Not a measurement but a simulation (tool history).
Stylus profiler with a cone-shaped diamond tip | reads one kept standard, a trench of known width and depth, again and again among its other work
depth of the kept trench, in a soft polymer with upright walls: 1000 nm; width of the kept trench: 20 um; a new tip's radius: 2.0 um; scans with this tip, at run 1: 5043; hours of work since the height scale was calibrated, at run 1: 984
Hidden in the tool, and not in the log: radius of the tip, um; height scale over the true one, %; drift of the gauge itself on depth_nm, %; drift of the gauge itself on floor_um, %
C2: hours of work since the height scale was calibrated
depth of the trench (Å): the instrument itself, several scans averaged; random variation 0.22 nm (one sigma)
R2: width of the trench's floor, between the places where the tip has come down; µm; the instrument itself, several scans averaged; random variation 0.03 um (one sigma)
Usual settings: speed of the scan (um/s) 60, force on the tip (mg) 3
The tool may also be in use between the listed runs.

Run 1, day 0: usual settings; scans with this tip 5043; C2 984. Result: depth of the trench (Å) 10134.7, R2 15.43 µm.
Run 2, day 1.058: usual settings but force on the tip (mg) 3.07; scans with this tip 5122; C2 999. Result: depth of the trench (Å) 10136, R2 15.46 µm.
Run 3, day 2.154: usual settings but force on the tip (mg) 3.07; scans with this tip 5203; C2 1015. Result: depth of the trench (Å) 10137.1, R2 15.43 µm.
Run 4, day 3.846: usual settings but force on the tip (mg) 3.07; scans with this tip 5330; C2 1040. Result: depth of the trench (Å) 10141.6, R2 15.39 µm.
Run 5, day 4.9: usual settings but force on the tip (mg) 3.07; scans with this tip 5409; C2 1055. Result: depth of the trench (Å) 10136, R2 15.39 µm.
Run 6, day 5.925: usual settings; scans with this tip 5485; C2 1070. Result: depth of the trench (Å) 10132.9, R2 15.33 µm.
Run 7, day 6.958: usual settings; scans with this tip 5562; C2 1085. Result: depth of the trench (Å) 10134.9, R2 15.35 µm.
Run 8, day 8.475: usual settings; scans with this tip 5676; C2 1107. Result: depth of the trench (Å) 10131.6, R2 15.37 µm.
Run 9, day 9.475: usual settings; scans with this tip 5750; C2 1122. Result: depth of the trench (Å) 10135.2, R2 15.38 µm.
Run 10, day 10.871: usual settings; scans with this tip 5855; C2 1142. Result: depth of the trench (Å) 10126.1, R2 15.36 µm.
Run 11, day 12.446: usual settings; scans with this tip 5972; C2 1165. Result: depth of the trench (Å) 10132.7, R2 15.33 µm.
Run 12, day 13.238: usual settings; scans with this tip 6032; C2 1176. Result: depth of the trench (Å) 10131.9, R2 15.32 µm.
Run 13, day 14.012: usual settings but force on the tip (mg) 8.43; scans with this tip 6089; C2 1188. Result: depth of the trench (Å) 10294.2, R2 15.39 µm.
Run 14, day 15.525: usual settings; scans with this tip 6202; C2 1210. Result: depth of the trench (Å) 10127.8, R2 15.29 µm.
Run 15, day 16.517: usual settings; scans with this tip 6276; C2 1224. Result: depth of the trench (Å) 10127, R2 15.29 µm.
Run 16, day 18.096: usual settings; scans with this tip 6394; C2 1247. Result: depth of the trench (Å) 10125.9, R2 15.23 µm.
Run 17, day 19.438: usual settings; scans with this tip 6494; C2 1267. Result: depth of the trench (Å) 10123.9, R2 15.22 µm.
Run 18, day 20.75: usual settings but force on the tip (mg) 6.88; scans with this tip 6592; C2 1286. Result: depth of the trench (Å) 10253.9, R2 15.33 µm.
Run 19, day 21.488: usual settings but speed of the scan (um/s) 36, force on the tip (mg) 6.88; scans with this tip 6647; C2 1297. Result: depth of the trench (Å) 10249.5, R2 15.4 µm.
Run 20, day 22.733: usual settings but speed of the scan (um/s) 36, force on the tip (mg) 6.88; scans with this tip 6741; C2 1315. Result: depth of the trench (Å) 10250.3, R2 15.41 µm.
Run 21, day 24.388: usual settings but speed of the scan (um/s) 36, force on the tip (mg) 6.88; scans with this tip 6864; C2 1339. Result: depth of the trench (Å) 10247.8, R2 15.36 µm.
Run 22, day 25.121: usual settings but speed of the scan (um/s) 24; scans with this tip 6919; C2 1350. Result: depth of the trench (Å) 10122.7, R2 15.39 µm.

The next listed run, before its measurement:
Run 23, day 26.688: usual settings but speed of the scan (um/s) 24, force on the tip (mg) 2.32; scans with this tip 7036; C2 1372. Result: depth of the trench (Å) ?, R2 ?.

{"run 23": {"depth of the trench (Å)": 10097.6, "R2": 15.37}}
Without the tool's hidden state the same run would have given depth of the trench (Å) 10145.7, R2 16.39 µm.

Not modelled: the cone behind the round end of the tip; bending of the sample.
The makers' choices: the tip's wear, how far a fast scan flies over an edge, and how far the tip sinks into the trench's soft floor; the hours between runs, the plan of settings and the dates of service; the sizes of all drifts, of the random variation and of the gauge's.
